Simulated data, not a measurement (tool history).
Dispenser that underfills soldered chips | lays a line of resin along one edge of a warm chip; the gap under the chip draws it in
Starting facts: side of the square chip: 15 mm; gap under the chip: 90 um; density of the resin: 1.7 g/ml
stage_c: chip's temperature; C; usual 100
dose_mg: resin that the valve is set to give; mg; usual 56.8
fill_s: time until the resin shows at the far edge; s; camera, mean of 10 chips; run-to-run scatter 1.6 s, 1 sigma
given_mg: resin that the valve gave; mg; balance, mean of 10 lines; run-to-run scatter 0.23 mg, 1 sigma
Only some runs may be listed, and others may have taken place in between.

run,hour,stage_c,dose_mg,fill_s,given_mg
1,0.0,100,56.8,269.5,50.56
# hour 2.1: new syringe of resin
# hour 8.7: dispensing valve cleaned and set on the balance
2,10.2,96,56.8,250.7,56.33
# hour 17.1: new syringe of resin
3,17.1,96,56.8,178.4,56.33
4,22.9,96,56.8,228.3,56.81
5,29.1,100,56.8,258.6,55.85
# hour 31.2: new syringe of resin
6,33.3,100,56.8,173.8,55.94
7,39.1,100,56.8,224.7,55.65
8,44.2,100,56.8,267.7,55.88
# hour 45.1: new syringe of resin
9,51.2,100,56.8,204.6,55.61
10,55.5,100,56.8,249.7,55.36
# hour 59.1: new syringe of resin
11,63.7,87,56.8,303.8,54.89
12,69.7,100,56.8,248.4,54.85
# hour 72.7: new syringe of resin
13,73.9,100,56.8,163.9,55.13
14,79.5,100,56.8,205.2,54.75
15,84.4,99,56.8,261.5,54.50
# hour 86.3: new syringe of resin
16,91.8,100,51.9,204.4,49.44
17,95.4,100,51.9,235.4,49.57
# hour 100.0: new syringe of resin
18,102.0,114,56.8,107.6,53.92
19,109.2,114,56.8,143.3,53.85
20,113.0,105,56.8,222.9,53.68
# hour 114.1: new syringe of resin
21,121.3,105,56.8,178.7,53.39
22,126.9,111,62.4,181.1,58.47
# hour 127.8: new syringe of resin
23,130.9,91,48.8,259.2,45.51
24,139.6,91,49.3,361.8,45.94
# hour 141.7: new syringe of resin
25,147.5,91,49.3,284.9,45.95
# hour 155.6: new syringe of resin
26,156.2,112,66.2,107.3,61.42
27,164.0,92,50.7,299.6,46.73
# hour 169.7: new syringe of resin
28,170.8,106,48.5,139.9,44.48
29,179.6,91,62.6,320.3,57.21
# hour 183.5: new syringe of resin
30,186.4,103,53.9,163.5,49.08
31,193.5,92,62.3,318.0,56.22
# hour 197.5: new syringe of resin
32,197.6,87,51.4,257.8,46.31
33,205.1,105,60.0,182.1,53.86
# hour 211.5: new syringe of resin
34,213.8,105,60.0,141.6,54.03
35,219.0,105,60.0,177.6,54.04

Alternative continuations, all from the tool just after run 35; predict every row:
# hour 225.5: new syringe of resin
A,227.7,110,66.3,?,?
# hour 225.5: new syringe of resin
B,227.7,90,63.2,?,?
# hour 225.5: new syringe of resin
C,227.7,105,54.3,?,?
# hour 225.5: new syringe of resin
D,227.7,105,68.7,?,?

run,fill_s,given_mg
A,123.1,59.10
B,243.7,56.16
C,148.1,48.12
D,145.4,60.94
Had the tool no hidden state, the same runs would have come out as:
run,fill_s,given_mg
A,114.7,66.53
B,227.5,63.22
C,136.3,54.16
D,135.8,68.58
